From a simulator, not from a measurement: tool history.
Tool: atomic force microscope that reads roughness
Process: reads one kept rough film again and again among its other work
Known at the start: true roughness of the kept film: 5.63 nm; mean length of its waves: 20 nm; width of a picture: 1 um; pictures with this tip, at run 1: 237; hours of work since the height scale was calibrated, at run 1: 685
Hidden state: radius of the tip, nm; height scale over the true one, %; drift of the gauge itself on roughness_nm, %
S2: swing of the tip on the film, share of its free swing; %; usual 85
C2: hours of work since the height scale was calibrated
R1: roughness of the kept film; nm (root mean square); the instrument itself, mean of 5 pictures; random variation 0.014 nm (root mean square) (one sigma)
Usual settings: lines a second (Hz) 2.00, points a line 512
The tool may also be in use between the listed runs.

Run 1, hour 0.0: usual settings; pictures with this tip 237; C2 685. Result: R1 1.591 nm (root mean square).
Run 2, hour 17.9: usual settings; pictures with this tip 259; C2 694. Result: R1 1.533 nm (root mean square).
At hour 54.3: new tip fitted.
Run 3, hour 54.3: usual settings; pictures with this tip 0; C2 711. Result: R1 3.234 nm (root mean square).
Run 4, hour 75.4: usual settings; pictures with this tip 26; C2 722. Result: R1 2.897 nm (root mean square).
Run 5, hour 116.1: usual settings; pictures with this tip 76; C2 742. Result: R1 2.489 nm (root mean square).
Run 6, hour 140.7: usual settings but points a line 265; pictures with this tip 106; C2 754. Result: R1 2.237 nm (root mean square).
Run 7, hour 171.2: usual settings but points a line 265; pictures with this tip 144; C2 769. Result: R1 2.039 nm (root mean square).
Run 8, hour 191.2: usual settings but points a line 265; pictures with this tip 168; C2 779. Result: R1 1.933 nm (root mean square).
Run 9, hour 213.1: usual settings but points a line 265; pictures with this tip 195; C2 790. Result: R1 1.796 nm (root mean square).
Run 10, hour 248.1: usual settings but points a line 265; pictures with this tip 238; C2 807. Result: R1 1.658 nm (root mean square).
Run 11, hour 272.8: usual settings but points a line 852; pictures with this tip 269; C2 819. Result: R1 1.604 nm (root mean square).
Run 12, hour 295.0: usual settings but points a line 852; pictures with this tip 296; C2 830. Result: R1 1.530 nm (root mean square).
At hour 303.9: new tip fitted.
Run 13, hour 333.5: usual settings; pictures with this tip 37; C2 848. Result: R1 2.807 nm (root mean square).
Run 14, hour 361.3: usual settings; pictures with this tip 71; C2 862. Result: R1 2.540 nm (root mean square).
Run 15, hour 395.2: usual settings; pictures with this tip 113; C2 879. Result: R1 2.266 nm (root mean square).
Run 16, hour 436.8: usual settings; pictures with this tip 164; C2 899. Result: R1 1.996 nm (root mean square).
Run 17, hour 458.1: usual settings; pictures with this tip 190; C2 910. Result: R1 1.889 nm (root mean square).
Run 18, hour 475.5: usual settings; pictures with this tip 212; C2 918. Result: R1 1.772 nm (root mean square).
Run 19, hour 513.4: usual settings; pictures with this tip 258; C2 937. Result: R1 1.664 nm (root mean square).
Run 20, hour 535.7: usual settings; pictures with this tip 286; C2 948. Result: R1 1.571 nm (root mean square).
At hour 552.1: new tip fitted.
Run 21, hour 557.4: usual settings; pictures with this tip 7; C2 958. Result: R1 3.151 nm (root mean square).
Run 22, hour 574.6: usual settings but S2 79 %; pictures with this tip 28; C2 967. Result: R1 3.004 nm (root mean square).
Run 23, hour 603.8: usual settings but S2 79 %; pictures with this tip 64; C2 981. Result: R1 2.640 nm (root mean square).
Run 24, hour 639.9: usual settings but S2 79 %; pictures with this tip 108; C2 999. Result: R1 2.355 nm (root mean square).
Run 25, hour 671.2: usual settings but lines a second (Hz) 1.66, S2 68 %, points a line 731; pictures with this tip 147; C2 1014. Result: R1 2.224 nm (root mean square).
Run 26, hour 692.5: usual settings but lines a second (Hz) 1.66, S2 68 %, points a line 731; pictures with this tip 173; C2 1025. Result: R1 2.085 nm (root mean square).
Run 27, hour 725.3: usual settings but lines a second (Hz) 1.66, S2 68 %, points a line 731; pictures with this tip 214; C2 1041. Result: R1 1.929 nm (root mean square).
Run 28, hour 743.6: usual settings but lines a second (Hz) 1.15, S2 73 %, points a line 844; pictures with this tip 236; C2 1050. Result: R1 1.855 nm (root mean square).
Run 29, hour 763.0: usual settings but lines a second (Hz) 1.15, S2 73 %, points a line 844; pictures with this tip 260; C2 1059. Result: R1 1.771 nm (root mean square).
Run 30, hour 798.3: usual settings but lines a second (Hz) 1.15, S2 73 %, points a line 844; pictures with this tip 303; C2 1077. Result: R1 1.637 nm (root mean square).
At hour 801.7: new tip fitted.
At hour 802.7: height scale calibrated on a step standard.
Run 31, hour 833.4: usual settings but lines a second (Hz) 1.15, S2 73 %, points a line 844; pictures with this tip 38; C2 15. Result: R1 2.998 nm (root mean square).
Run 32, hour 853.2: usual settings but lines a second (Hz) 0.72, S2 58 %; pictures with this tip 62; C2 25. Result: R1 2.817 nm (root mean square).
Run 33, hour 871.4: usual settings but lines a second (Hz) 2.15, S2 68 %; pictures with this tip 85; C2 34. Result: R1 2.577 nm (root mean square).
At hour 892.0: height scale calibrated on a step standard, once more.
Run 34, hour 911.7: usual settings but lines a second (Hz) 2.15, S2 68 %; pictures with this tip 133; C2 10. Result: R1 2.318 nm (root mean square).
Run 35, hour 932.0: usual settings but lines a second (Hz) 0.66, points a line 469; pictures with this tip 158; C2 20. Result: R1 2.184 nm (root mean square).
Run 36, hour 959.6: usual settings but lines a second (Hz) 0.87, S2 67 %, points a line 612; pictures with this tip 192; C2 33. Result: R1 2.052 nm (root mean square).
Run 37, hour 976.4: usual settings but lines a second (Hz) 0.87, S2 67 %, points a line 612; pictures with this tip 213; C2 42. Result: R1 1.971 nm (root mean square).
Run 38, hour 1007.2: usual settings but lines a second (Hz) 0.87, S2 67 %, points a line 612; pictures with this tip 251; C2 57. Result: R1 1.840 nm (root mean square).
Run 39, hour 1046.6: usual settings but lines a second (Hz) 1.75, S2 56 %, points a line 671; pictures with this tip 299; C2 76. Result: R1 1.671 nm (root mean square).
At hour 1050.9: new tip fitted.
Run 40, hour 1068.6: usual settings but lines a second (Hz) 0.79, S2 67 %, points a line 361; pictures with this tip 22; C2 87. Result: R1 3.153 nm (root mean square).
Run 41, hour 1101.7: usual settings but lines a second (Hz) 0.79, S2 67 %, points a line 361; pictures with this tip 62; C2 103. Result: R1 2.753 nm (root mean square).
Run 42, hour 1137.8: usual settings but lines a second (Hz) 1.92, points a line 298; pictures with this tip 107; C2 121. Result: R1 2.237 nm (root mean square).
Run 43, hour 1174.3: usual settings but lines a second (Hz) 1.58, points a line 380; pictures with this tip 152; C2 139. Result: R1 2.053 nm (root mean square).
Run 44, hour 1214.5: usual settings but lines a second (Hz) 1.58, points a line 380; pictures with this tip 201; C2 158. Result: R1 1.841 nm (root mean square).
Run 45, hour 1243.3: usual settings but lines a second (Hz) 0.66, S2 81 %, points a line 266; pictures with this tip 237; C2 173. Result: R1 1.738 nm (root mean square).
Run 46, hour 1282.0: usual settings but lines a second (Hz) 2.97; pictures with this tip 285; C2 192. Result: R1 1.474 nm (root mean square).
At hour 1301.1: new tip fitted.
Run 47, hour 1323.6: usual settings but points a line 282; pictures with this tip 28; C2 212. Result: R1 2.869 nm (root mean square).
Run 48, hour 1360.9: usual settings but lines a second (Hz) 0.56, points a line 282; pictures with this tip 74; C2 230. Result: R1 2.633 nm (root mean square).

Hidden state at the last listed run before each entry between runs and at the first one after, where it differs:
Between runs 2 and 3: new tip fitted (hour 54.3)
  radius of the tip, nm: 41.6 -> 10.4; height scale over the true one, %: -0.43 -> -0.44
  measured less the result without the state, R1: -1.737 -> -0.063 nm (root mean square)
Between runs 12 and 13: new tip fitted (hour 303.9)
  radius of the tip, nm: 42.3 -> 14.3; height scale over the true one, %: -0.5 -> -0.51
  measured less the result without the state, R1: -1.784 -> -0.448 nm (root mean square)
Between runs 20 and 21: new tip fitted (hour 552.1)
  radius of the tip, nm: 39.9 -> 10.8
  measured less the result without the state, R1: -1.700 -> -0.110 nm (root mean square)
Between runs 30 and 31: new tip fitted (hour 801.7); height scale calibrated on a step standard (hour 802.7)
  radius of the tip, nm: 41.7 -> 14.4; height scale over the true one, %: -0.63 -> -0.91
  measured less the result without the state, R1: -1.868 -> -0.503 nm (root mean square)
Between runs 33 and 34: height scale calibrated on a step standard, once more (hour 892.0)
  radius of the tip, nm: 19.2 -> 23.9; height scale over the true one, %: -0.92 -> 0.04
  measured less the result without the state, R1: -0.875 -> -1.147 nm (root mean square)
Between runs 39 and 40: new tip fitted (hour 1050.9)
  radius of the tip, nm: 41.2 -> 13.1; height scale over the true one, %: 0.01 -> 0
  measured less the result without the state, R1: -1.858 -> -0.350 nm (root mean square)
Between runs 46 and 47: new tip fitted (hour 1301.1)
  radius of the tip, nm: 41.5 -> 13.4; height scale over the true one, %: -0.05 -> -0.06
  measured less the result without the state, R1: -1.670 -> -0.347 nm (root mean square)

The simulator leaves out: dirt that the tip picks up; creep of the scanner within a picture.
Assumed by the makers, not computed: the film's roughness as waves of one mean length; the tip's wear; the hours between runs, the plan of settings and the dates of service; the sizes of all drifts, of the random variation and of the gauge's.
